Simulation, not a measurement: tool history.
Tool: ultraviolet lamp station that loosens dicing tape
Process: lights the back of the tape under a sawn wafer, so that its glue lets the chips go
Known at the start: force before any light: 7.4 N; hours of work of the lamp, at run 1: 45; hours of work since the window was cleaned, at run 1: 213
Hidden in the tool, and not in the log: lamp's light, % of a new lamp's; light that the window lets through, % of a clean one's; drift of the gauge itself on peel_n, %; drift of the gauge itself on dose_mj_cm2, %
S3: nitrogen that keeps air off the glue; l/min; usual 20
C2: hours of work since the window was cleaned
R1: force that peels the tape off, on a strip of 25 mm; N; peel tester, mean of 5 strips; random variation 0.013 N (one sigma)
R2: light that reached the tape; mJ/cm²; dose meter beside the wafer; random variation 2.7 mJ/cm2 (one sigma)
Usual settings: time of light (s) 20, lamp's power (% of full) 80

{"run": 1, "day": 0.0, "time of light (s)": 20, "lamp's power (% of full)": 80, "S3": 20, "hours of work of the lamp": 45, "C2": 213, "R1": 0.717, "R2": 345}
{"run": 2, "day": 0.408, "time of light (s)": 20, "lamp's power (% of full)": 80, "S3": 21, "hours of work of the lamp": 49, "C2": 217, "R1": 0.715, "R2": 347}
{"run": 3, "day": 0.692, "time of light (s)": 20, "lamp's power (% of full)": 69, "S3": 20, "hours of work of the lamp": 52, "C2": 220, "R1": 0.965, "R2": 297}
{"run": 4, "day": 0.946, "time of light (s)": 20, "lamp's power (% of full)": 80, "S3": 20, "hours of work of the lamp": 55, "C2": 223, "R1": 0.752, "R2": 337}
{"run": 5, "day": 1.308, "time of light (s)": 20, "lamp's power (% of full)": 80, "S3": 20, "hours of work of the lamp": 58, "C2": 227, "R1": 0.734, "R2": 342}
{"run": 6, "day": 1.504, "time of light (s)": 20, "lamp's power (% of full)": 80, "S3": 20, "hours of work of the lamp": 61, "C2": 229, "R1": 0.733, "R2": 342}
{"run": 7, "day": 1.679, "time of light (s)": 20, "lamp's power (% of full)": 80, "S3": 20, "hours of work of the lamp": 62, "C2": 231, "R1": 0.727, "R2": 346}
{"day": 1.758, "done": "window cleaned of glue's vapour"}
{"run": 8, "day": 2.071, "time of light (s)": 20, "lamp's power (% of full)": 80, "S3": 18, "hours of work of the lamp": 66, "C2": 3, "R1": 0.808, "R2": 327}
{"run": 9, "day": 2.254, "time of light (s)": 20, "lamp's power (% of full)": 80, "S3": 18, "hours of work of the lamp": 68, "C2": 5, "R1": 0.796, "R2": 332}
{"run": 10, "day": 2.529, "time of light (s)": 20, "lamp's power (% of full)": 83, "S3": 20, "hours of work of the lamp": 71, "C2": 8, "R1": 0.698, "R2": 342}
{"run": 11, "day": 2.896, "time of light (s)": 20, "lamp's power (% of full)": 80, "S3": 31, "hours of work of the lamp": 75, "C2": 12, "R1": 0.68, "R2": 329}
{"run": 12, "day": 3.179, "time of light (s)": 20, "lamp's power (% of full)": 80, "S3": 31, "hours of work of the lamp": 78, "C2": 15, "R1": 0.672, "R2": 325}
{"day": 3.296, "done": "window cleaned of glue's vapour, once more"}
{"run": 13, "day": 3.467, "time of light (s)": 20, "lamp's power (% of full)": 80, "S3": 24, "hours of work of the lamp": 81, "C2": 2, "R1": 0.621, "R2": 365}
{"run": 14, "day": 3.742, "time of light (s)": 20, "lamp's power (% of full)": 80, "S3": 24, "hours of work of the lamp": 83, "C2": 5, "R1": 0.618, "R2": 362}
{"run": 15, "day": 4.154, "time of light (s)": 20, "lamp's power (% of full)": 80, "S3": 24, "hours of work of the lamp": 88, "C2": 9, "R1": 0.618, "R2": 355}
{"run": 16, "day": 4.379, "time of light (s)": 20, "lamp's power (% of full)": 80, "S3": 24, "hours of work of the lamp": 90, "C2": 11, "R1": 0.641, "R2": 359}
{"run": 17, "day": 4.788, "time of light (s)": 14, "lamp's power (% of full)": 80, "S3": 7, "hours of work of the lamp": 94, "C2": 16, "R1": 1.823, "R2": 252}
{"run": 18, "day": 5.204, "time of light (s)": 14, "lamp's power (% of full)": 80, "S3": 7, "hours of work of the lamp": 99, "C2": 20, "R1": 1.887, "R2": 249}
{"run": 19, "day": 5.612, "time of light (s)": 14, "lamp's power (% of full)": 80, "S3": 7, "hours of work of the lamp": 103, "C2": 24, "R1": 1.85, "R2": 252}
{"run": 20, "day": 6.021, "time of light (s)": 23, "lamp's power (% of full)": 80, "S3": 19, "hours of work of the lamp": 107, "C2": 28, "R1": 0.502, "R2": 410}
{"run": 21, "day": 6.288, "time of light (s)": 19, "lamp's power (% of full)": 80, "S3": 37, "hours of work of the lamp": 110, "C2": 31, "R1": 0.604, "R2": 333}
{"run": 22, "day": 6.667, "time of light (s)": 19, "lamp's power (% of full)": 80, "S3": 37, "hours of work of the lamp": 114, "C2": 35, "R1": 0.611, "R2": 339}
{"run": 23, "day": 6.933, "time of light (s)": 12, "lamp's power (% of full)": 99, "S3": 37, "hours of work of the lamp": 117, "C2": 38, "R1": 1.013, "R2": 265}
{"run": 24, "day": 7.229, "time of light (s)": 12, "lamp's power (% of full)": 99, "S3": 37, "hours of work of the lamp": 120, "C2": 41, "R1": 0.99, "R2": 261}
{"run": 25, "day": 7.508, "time of light (s)": 12, "lamp's power (% of full)": 64, "S3": 25, "hours of work of the lamp": 123, "C2": 44, "R1": 2.181, "R2": 172}
{"run": 26, "day": 7.817, "time of light (s)": 33, "lamp's power (% of full)": 74, "S3": 15, "hours of work of the lamp": 126, "C2": 47, "R1": 0.334, "R2": 544}
{"run": 27, "day": 8.196, "time of light (s)": 19, "lamp's power (% of full)": 66, "S3": 14, "hours of work of the lamp": 130, "C2": 51, "R1": 1.203, "R2": 275}
{"run": 28, "day": 8.4, "time of light (s)": 11, "lamp's power (% of full)": 98, "S3": 21, "hours of work of the lamp": 132, "C2": 53, "R1": 1.366, "R2": 234}
{"run": 29, "day": 8.746, "time of light (s)": 23, "lamp's power (% of full)": 80, "S3": 20, "hours of work of the lamp": 136, "C2": 57, "R1": 0.525, "R2": 401}
{"run": 30, "day": 8.967, "time of light (s)": 20, "lamp's power (% of full)": 79, "S3": 10, "hours of work of the lamp": 138, "C2": 59, "R1": 0.975, "R2": 348}
{"run": 31, "day": 9.262, "time of light (s)": 20, "lamp's power (% of full)": 74, "S3": 20, "hours of work of the lamp": 141, "C2": 62, "R1": 0.837, "R2": 323}

The same runs without the tool's hidden state, with the same run-to-run variation:
run=1 R1=0.612 R2=373
run=2 R1=0.61 R2=376
run=3 R1=0.83 R2=322
run=4 R1=0.636 R2=367
run=5 R1=0.619 R2=372
run=6 R1=0.619 R2=373
run=7 R1=0.611 R2=377
run=8 R1=0.637 R2=370
run=9 R1=0.624 R2=376
run=10 R1=0.543 R2=387
run=11 R1=0.528 R2=373
run=12 R1=0.519 R2=369
run=13 R1=0.581 R2=377
run=14 R1=0.576 R2=375
run=15 R1=0.573 R2=369
run=16 R1=0.594 R2=373
run=17 R1=1.727 R2=262
run=18 R1=1.783 R2=259
run=19 R1=1.743 R2=263
run=20 R1=0.458 R2=429
run=21 R1=0.549 R2=349
run=22 R1=0.553 R2=356
run=23 R1=0.925 R2=278
run=24 R1=0.901 R2=275
run=25 R1=2.043 R2=181
run=26 R1=0.303 R2=574
run=27 R1=1.095 R2=291
run=28 R1=1.247 R2=247
run=29 R1=0.466 R2=425
run=30 R1=0.874 R2=370
run=31 R1=0.744 R2=343
